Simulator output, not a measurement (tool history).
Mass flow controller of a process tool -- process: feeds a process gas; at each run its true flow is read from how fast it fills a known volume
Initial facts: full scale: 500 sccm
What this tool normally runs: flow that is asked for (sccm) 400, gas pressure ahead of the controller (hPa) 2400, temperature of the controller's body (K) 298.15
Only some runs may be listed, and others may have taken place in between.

| run | day | flow that is asked for (sccm) | gas pressure ahead of the controller (hPa) | temperature of the controller's body (K) | true flow (%) |
|---|---|---|---|---|---|
| 1 | 0.000 | 400 | 2400 | 298.15 | 100.04 |
| 2 | 1.550 | 400 | 2400 | 298.15 | 100.24 |
| 3 | 4.967 | 400 | 2400 | 298.15 | 100.29 |
| 4 | 7.383 | 400 | 2400 | 304.15 | 99.78 |
| 5 | 10.862 | 69 | 2400 | 298.15 | 100.11 |
| 6 | 12.625 | 69 | 2400 | 298.15 | 100.16 |
| 7 | 15.946 | 69 | 2400 | 307.15 | 99.77 |
| 8 | 18.988 | 69 | 2400 | 307.15 | 99.93 |
| 9 | 20.558 | 69 | 2400 | 307.15 | 99.85 |
| 10 | 24.083 | 69 | 2400 | 307.15 | 100.02 |
| 11 | 26.604 | 400 | 2400 | 298.15 | 100.38 |
| 12 | 29.512 | 400 | 2400 | 298.15 | 100.51 |
| 13 | 32.817 | 400 | 2400 | 298.15 | 100.35 |
| 14 | 35.292 | 400 | 2400 | 298.15 | 100.50 |
| 15 | 37.012 | 400 | 2400 | 298.15 | 100.48 |
| 16 | 38.638 | 400 | 1710 | 305.15 | 99.96 |
| 17 | 41.992 | 400 | 1710 | 305.15 | 99.89 |
| 18 | 44.333 | 400 | 2400 | 307.15 | 99.93 |
| 19 | 46.479 | 400 | 2400 | 307.15 | 99.86 |
| 20 | 48.367 | 240 | 1610 | 298.15 | 99.88 |
| 21 | 51.675 | 223 | 1610 | 301.15 | 99.71 |
| 22 | 55.050 | 223 | 1610 | 301.15 | 99.76 |
| 23 | 57.088 | 223 | 2580 | 296.15 | 100.18 |
| 24 | 59.229 | 400 | 2660 | 301.15 | 100.39 |
| 25 | 62.692 | 400 | 2660 | 301.15 | 100.43 |
| 26 | 65.829 | 439 | 2430 | 309.15 | 100.00 |
| 27 | 67.671 | 110 | 2590 | 309.15 | 99.91 |
| 28 | 70.662 | 71 | 2610 | 300.15 | 101.56 |
| 29 | 72.367 | 183 | 2400 | 300.15 | 100.23 |

Alternative continuations, all from the tool just after run 29; predict every row:
| A | 75.892 | 228 | 1620 | 300.15 | ? |
| B | 75.892 | 183 | 1730 | 294.15 | ? |
| C | 75.892 | 400 | 2400 | 310.15 | ? |
| D | 75.892 | 256 | 1460 | 298.15 | ? |
| E | 75.892 | 183 | 1950 | 305.15 | ? |

| run | true flow (%) |
|---|---|
| A | 100.03 |
| B | 100.47 |
| C | 99.88 |
| D | 100.14 |
| E | 99.78 |
With the hidden condition removed and each run's random variation left untouched, the same runs would have given:
| run | true flow (%) |
|---|---|
| A | 98.43 |
| B | 98.61 |
| C | 98.73 |
| D | 98.66 |
| E | 97.93 |
